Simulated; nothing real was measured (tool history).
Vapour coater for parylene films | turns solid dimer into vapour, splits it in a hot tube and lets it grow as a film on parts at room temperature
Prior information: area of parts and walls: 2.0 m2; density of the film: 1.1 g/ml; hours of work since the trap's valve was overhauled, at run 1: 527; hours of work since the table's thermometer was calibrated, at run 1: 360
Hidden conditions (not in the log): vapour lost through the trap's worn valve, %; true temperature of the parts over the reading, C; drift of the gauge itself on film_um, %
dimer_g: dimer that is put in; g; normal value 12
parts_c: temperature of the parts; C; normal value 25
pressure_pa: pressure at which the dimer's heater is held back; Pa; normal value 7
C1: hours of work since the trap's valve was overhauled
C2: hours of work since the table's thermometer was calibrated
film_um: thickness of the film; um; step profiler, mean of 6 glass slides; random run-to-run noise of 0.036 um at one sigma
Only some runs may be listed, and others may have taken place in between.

run 1 day=0 | dimer_g=12 parts_c=25 pressure_pa=7 | C1=527 C2=360 | film_um=3.3
run 2 day=0.862 | dimer_g=12 parts_c=25 pressure_pa=7 | C1=544 C2=377 | film_um=3.19
run 3 day=1.425 | dimer_g=12 parts_c=29 pressure_pa=7 | C1=555 C2=389 | film_um=2.79
-- day=1.775 trap's valve overhauled
run 4 day=2.358 | dimer_g=12 parts_c=29 pressure_pa=7 | C1=11 C2=404 | film_um=2.64
run 5 day=2.875 | dimer_g=12 parts_c=29 pressure_pa=7 | C1=22 C2=414 | film_um=2.59
run 6 day=3.5 | dimer_g=12 parts_c=25 pressure_pa=7 | C1=34 C2=426 | film_um=3.01
run 7 day=4.321 | dimer_g=12 parts_c=25 pressure_pa=6.07 | C1=50 C2=442 | film_um=3.03
run 8 day=4.746 | dimer_g=12 parts_c=25 pressure_pa=6.07 | C1=59 C2=451 | film_um=3.07
-- day=5.154 trap's valve overhauled, once more
run 9 day=5.317 | dimer_g=12 parts_c=25 pressure_pa=6.07 | C1=3 C2=459 | film_um=3.78
run 10 day=5.688 | dimer_g=12 parts_c=25 pressure_pa=6.07 | C1=11 C2=466 | film_um=3.75
run 11 day=6.433 | dimer_g=12 parts_c=25 pressure_pa=6.07 | C1=25 C2=481 | film_um=3.75
run 12 day=6.967 | dimer_g=12 parts_c=25 pressure_pa=7 | C1=36 C2=491 | film_um=3.68
run 13 day=7.583 | dimer_g=12 parts_c=25 pressure_pa=7 | C1=48 C2=503 | film_um=3.68
run 14 day=8.433 | dimer_g=12 parts_c=25 pressure_pa=7 | C1=65 C2=520 | film_um=3.65
run 15 day=8.962 | dimer_g=12 parts_c=25 pressure_pa=2.24 | C1=75 C2=531 | film_um=4.11
run 16 day=9.825 | dimer_g=12 parts_c=18 pressure_pa=7 | C1=92 C2=548 | film_um=4.65
run 17 day=10.596 | dimer_g=18 parts_c=25 pressure_pa=7 | C1=107 C2=563 | film_um=5.36
run 18 day=10.988 | dimer_g=6 parts_c=34 pressure_pa=7.91 | C1=115 C2=571 | film_um=1.31
run 19 day=11.642 | dimer_g=6 parts_c=34 pressure_pa=7.91 | C1=128 C2=583 | film_um=1.28
run 20 day=12.417 | dimer_g=6 parts_c=34 pressure_pa=7.91 | C1=143 C2=599 | film_um=1.28
run 21 day=13.012 | dimer_g=6 parts_c=28 pressure_pa=9 | C1=155 C2=610 | film_um=1.59
run 22 day=13.392 | dimer_g=5 parts_c=25 pressure_pa=7 | C1=162 C2=618 | film_um=1.5
run 23 day=14.254 | dimer_g=6 parts_c=32 pressure_pa=7 | C1=179 C2=635 | film_um=1.38
run 24 day=14.792 | dimer_g=12 parts_c=25 pressure_pa=4.73 | C1=190 C2=646 | film_um=3.64
run 25 day=15.429 | dimer_g=12 parts_c=25 pressure_pa=4.73 | C1=203 C2=658 | film_um=3.71
run 26 day=15.883 | dimer_g=12 parts_c=25 pressure_pa=4.73 | C1=212 C2=667 | film_um=3.6
run 27 day=16.617 | dimer_g=12 parts_c=25 pressure_pa=4.73 | C1=226 C2=682 | film_um=3.62
run 28 day=17.079 | dimer_g=12 parts_c=25 pressure_pa=4.73 | C1=235 C2=691 | film_um=3.7
run 29 day=17.521 | dimer_g=12 parts_c=25 pressure_pa=4.73 | C1=244 C2=699 | film_um=3.63
run 30 day=17.9 | dimer_g=12 parts_c=25 pressure_pa=4.73 | C1=251 C2=707 | film_um=3.61
run 31 day=18.375 | dimer_g=14 parts_c=25 pressure_pa=3.88 | C1=261 C2=716 | film_um=4.29

Each row is a separate what-if for the run after 31, all from the same tool condition, not one after another. Results?
run A day=19.021 | dimer_g=9 parts_c=23 pressure_pa=2.71 | C1=274 C2=729 | film_um=?
run B day=19.021 | dimer_g=10 parts_c=21 pressure_pa=4.92 | C1=274 C2=729 | film_um=?
run C day=19.021 | dimer_g=14 parts_c=25 pressure_pa=4.72 | C1=274 C2=729 | film_um=?
run D day=19.021 | dimer_g=21 parts_c=27 pressure_pa=4.84 | C1=274 C2=729 | film_um=?

run=A film_um=3.08
run=B film_um=3.45
run=C film_um=4.26
run=D film_um=5.88
Had the tool no hidden state, the same runs would have come out as:
run=A film_um=3.25
run=B film_um=3.64
run=C film_um=4.5
run=D film_um=6.21
